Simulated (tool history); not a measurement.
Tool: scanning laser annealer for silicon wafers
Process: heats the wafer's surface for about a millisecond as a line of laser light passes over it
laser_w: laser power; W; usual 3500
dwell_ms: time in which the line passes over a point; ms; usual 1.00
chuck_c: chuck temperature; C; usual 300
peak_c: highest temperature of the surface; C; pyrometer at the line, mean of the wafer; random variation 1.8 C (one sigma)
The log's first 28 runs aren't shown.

{"run": 29, "hour": 2101.6, "laser_w": 3500, "dwell_ms": 0.86, "chuck_c": 332, "peak_c": 997}
{"run": 30, "hour": 2196.7, "laser_w": 3500, "dwell_ms": 0.98, "chuck_c": 300, "peak_c": 1004}
{"run": 31, "hour": 2262.3, "laser_w": 3500, "dwell_ms": 0.98, "chuck_c": 300, "peak_c": 1000}
{"run": 32, "hour": 2350.0, "laser_w": 3466, "dwell_ms": 0.99, "chuck_c": 262, "peak_c": 954}
{"hour": 2405.2, "done": "window over the wafer cleaned"}
{"run": 33, "hour": 2422.8, "laser_w": 3500, "dwell_ms": 1.08, "chuck_c": 281, "peak_c": 1048}
{"run": 34, "hour": 2484.0, "laser_w": 3500, "dwell_ms": 1.08, "chuck_c": 281, "peak_c": 1047}
{"run": 35, "hour": 2566.7, "laser_w": 3500, "dwell_ms": 1.08, "chuck_c": 281, "peak_c": 1040}
{"run": 36, "hour": 2627.7, "laser_w": 3500, "dwell_ms": 0.77, "chuck_c": 310, "peak_c": 947}
{"run": 37, "hour": 2724.2, "laser_w": 3448, "dwell_ms": 1.0, "chuck_c": 313, "peak_c": 1024}
{"run": 38, "hour": 2784.8, "laser_w": 3498, "dwell_ms": 0.83, "chuck_c": 317, "peak_c": 969}
{"run": 39, "hour": 2854.1, "laser_w": 3235, "dwell_ms": 0.88, "chuck_c": 317, "peak_c": 937}
{"run": 40, "hour": 2953.1, "laser_w": 3235, "dwell_ms": 0.88, "chuck_c": 317, "peak_c": 934}

4 ways to go on from here, each from the tool as it stands after run 40. What would each give?
{"run": "A", "hour": 3038.3, "laser_w": 3093, "dwell_ms": 1.24, "chuck_c": 286, "peak_c": "?"}
{"run": "B", "hour": 3038.3, "laser_w": 3235, "dwell_ms": 0.88, "chuck_c": 296, "peak_c": "?"}
{"run": "C", "hour": 3038.3, "laser_w": 3500, "dwell_ms": 1.0, "chuck_c": 289, "peak_c": "?"}
{"run": "D", "hour": 3038.3, "laser_w": 3807, "dwell_ms": 1.21, "chuck_c": 274, "peak_c": "?"}

run=A peak_c=979
run=B peak_c=907
run=C peak_c=991
run=D peak_c=1111
Without the tool's hidden state the same runs would have given:
run=A peak_c=1001
run=B peak_c=926
run=C peak_c=1013
run=D peak_c=1138
